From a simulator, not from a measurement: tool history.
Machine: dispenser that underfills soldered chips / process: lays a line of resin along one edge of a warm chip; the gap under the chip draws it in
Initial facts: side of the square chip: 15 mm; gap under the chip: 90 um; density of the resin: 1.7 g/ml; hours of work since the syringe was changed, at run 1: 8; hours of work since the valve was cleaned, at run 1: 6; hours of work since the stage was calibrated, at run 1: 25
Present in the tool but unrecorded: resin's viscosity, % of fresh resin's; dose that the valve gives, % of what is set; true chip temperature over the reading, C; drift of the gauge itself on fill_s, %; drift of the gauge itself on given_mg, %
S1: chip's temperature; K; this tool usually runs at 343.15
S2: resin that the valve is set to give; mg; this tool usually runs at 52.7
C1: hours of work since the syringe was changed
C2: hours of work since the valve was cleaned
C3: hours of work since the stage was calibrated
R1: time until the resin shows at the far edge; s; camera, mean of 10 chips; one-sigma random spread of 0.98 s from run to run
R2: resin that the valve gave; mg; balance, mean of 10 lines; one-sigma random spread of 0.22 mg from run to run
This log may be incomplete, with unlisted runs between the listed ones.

| run | hour | S1 | S2 | C1 | C2 | C3 | R1 | R2 |
|---|---|---|---|---|---|---|---|---|
| 1 | 0.0 | 343.15 | 52.7 | 8 | 6 | 25 | 130.0 | 52.59 |
|  | 2.1 | new syringe of resin |
| 2 | 7.9 | 343.15 | 52.7 | 4 | 11 | 30 | 107.8 | 52.62 |
|  | 17.3 | new syringe of resin |
| 3 | 18.7 | 343.15 | 52.7 | 1 | 18 | 37 | 95.8 | 51.93 |
| 4 | 27.4 | 343.15 | 52.7 | 7 | 23 | 42 | 120.8 | 51.79 |
|  | 32.7 | new syringe of resin |
| 5 | 32.9 | 343.15 | 52.7 | 0 | 27 | 46 | 94.2 | 51.74 |
| 6 | 42.8 | 343.15 | 47.7 | 7 | 33 | 52 | 127.0 | 46.77 |
|  | 48.0 | new syringe of resin |
| 7 | 50.9 | 343.15 | 47.7 | 2 | 38 | 57 | 102.5 | 46.45 |
| 8 | 60.5 | 343.15 | 47.7 | 8 | 45 | 63 | 131.7 | 46.20 |
|  | 63.1 | new syringe of resin |
| 9 | 66.5 | 336.15 | 47.7 | 2 | 48 | 67 | 145.7 | 46.18 |
| 10 | 75.2 | 336.15 | 47.7 | 8 | 54 | 73 | 180.9 | 45.81 |
|  | 78.5 | new syringe of resin |
| 11 | 83.9 | 336.15 | 64.3 | 4 | 60 | 78 | 145.0 | 61.85 |
| 12 | 92.7 | 336.15 | 64.3 | 9 | 65 | 84 | 178.6 | 61.52 |
|  | 93.7 | new syringe of resin |
| 13 | 100.0 | 336.15 | 64.3 | 4 | 70 | 89 | 148.4 | 60.99 |
|  | 108.9 | new syringe of resin |
| 14 | 110.3 | 343.15 | 52.7 | 1 | 76 | 95 | 99.3 | 49.91 |
| 15 | 120.0 | 343.15 | 52.7 | 7 | 83 | 102 | 126.6 | 49.56 |
|  | 124.3 | new syringe of resin |
| 16 | 127.5 | 343.15 | 52.7 | 2 | 87 | 106 | 103.4 | 50.00 |
| 17 | 135.2 | 343.15 | 52.7 | 7 | 92 | 111 | 124.5 | 49.26 |
|  | 139.3 | new syringe of resin |
| 18 | 141.5 | 343.15 | 67.1 | 1 | 96 | 115 | 96.4 | 62.95 |
| 19 | 152.1 | 356.15 | 63.0 | 8 | 103 | 122 | 73.0 | 58.57 |
|  | 154.6 | new syringe of resin |
|  | 158.7 | dispensing valve cleaned and set on the balance |
| 20 | 161.4 | 335.15 | 51.0 | 4 | 2 | 127 | 152.1 | 51.19 |
| 21 | 166.8 | 333.15 | 64.1 | 7 | 5 | 131 | 189.5 | 64.47 |
|  | 171.2 | new syringe of resin |
| 22 | 176.9 | 350.15 | 54.4 | 4 | 12 | 137 | 79.1 | 54.45 |
| 23 | 181.9 | 334.15 | 49.6 | 7 | 15 | 140 | 184.3 | 49.65 |
|  | 186.4 | new syringe of resin |
| 24 | 191.7 | 334.15 | 63.4 | 3 | 21 | 147 | 155.9 | 62.59 |
| 25 | 196.7 | 343.15 | 52.8 | 7 | 24 | 150 | 119.0 | 52.68 |
|  | 201.4 | new syringe of resin |
| 26 | 201.4 | 343.15 | 52.8 | 0 | 27 | 153 | 91.3 | 52.39 |
| 27 | 206.5 | 346.15 | 46.9 | 3 | 31 | 156 | 93.2 | 46.11 |
| 28 | 211.3 | 346.15 | 46.9 | 6 | 34 | 159 | 104.8 | 46.24 |
|  | 216.4 | new syringe of resin |
| 29 | 221.0 | 346.15 | 46.9 | 3 | 40 | 165 | 92.6 | 45.57 |
| 30 | 226.4 | 329.15 | 62.9 | 6 | 43 | 169 | 220.3 | 61.64 |
|  | 231.3 | new syringe of resin |
| 31 | 236.6 | 329.15 | 68.1 | 3 | 50 | 175 | 193.1 | 65.69 |
|  | 246.5 | new syringe of resin |
| 32 | 247.1 | 329.15 | 68.1 | 0 | 56 | 182 | 171.4 | 65.84 |
| 33 | 251.6 | 329.15 | 68.1 | 3 | 59 | 185 | 192.7 | 65.20 |
| 34 | 257.3 | 341.15 | 54.8 | 7 | 63 | 189 | 128.8 | 52.91 |
|  | 262.0 | new syringe of resin |
| 35 | 263.9 | 347.15 | 49.8 | 1 | 67 | 193 | 81.1 | 47.38 |

Consider 3 possible next runs. They are alternatives, not a sequence: every one starts from the tool as it was left by run 35. What does each give?
| A | 270.6 | 343.15 | 57.0 | 6 | 72 | 197 | ? | ? |
| B | 270.6 | 347.15 | 59.8 | 6 | 72 | 197 | ? | ? |
| C | 270.6 | 337.15 | 67.6 | 6 | 72 | 197 | ? | ? |

| run | R1 | R2 |
|---|---|---|
| A | 114.1 | 54.42 |
| B | 95.6 | 57.05 |
| C | 145.5 | 64.68 |
Had the tool no hidden state, the same runs would have come out as:
| run | R1 | R2 |
|---|---|---|
| A | 93.3 | 56.93 |
| B | 78.2 | 59.69 |
| C | 119.4 | 67.67 |

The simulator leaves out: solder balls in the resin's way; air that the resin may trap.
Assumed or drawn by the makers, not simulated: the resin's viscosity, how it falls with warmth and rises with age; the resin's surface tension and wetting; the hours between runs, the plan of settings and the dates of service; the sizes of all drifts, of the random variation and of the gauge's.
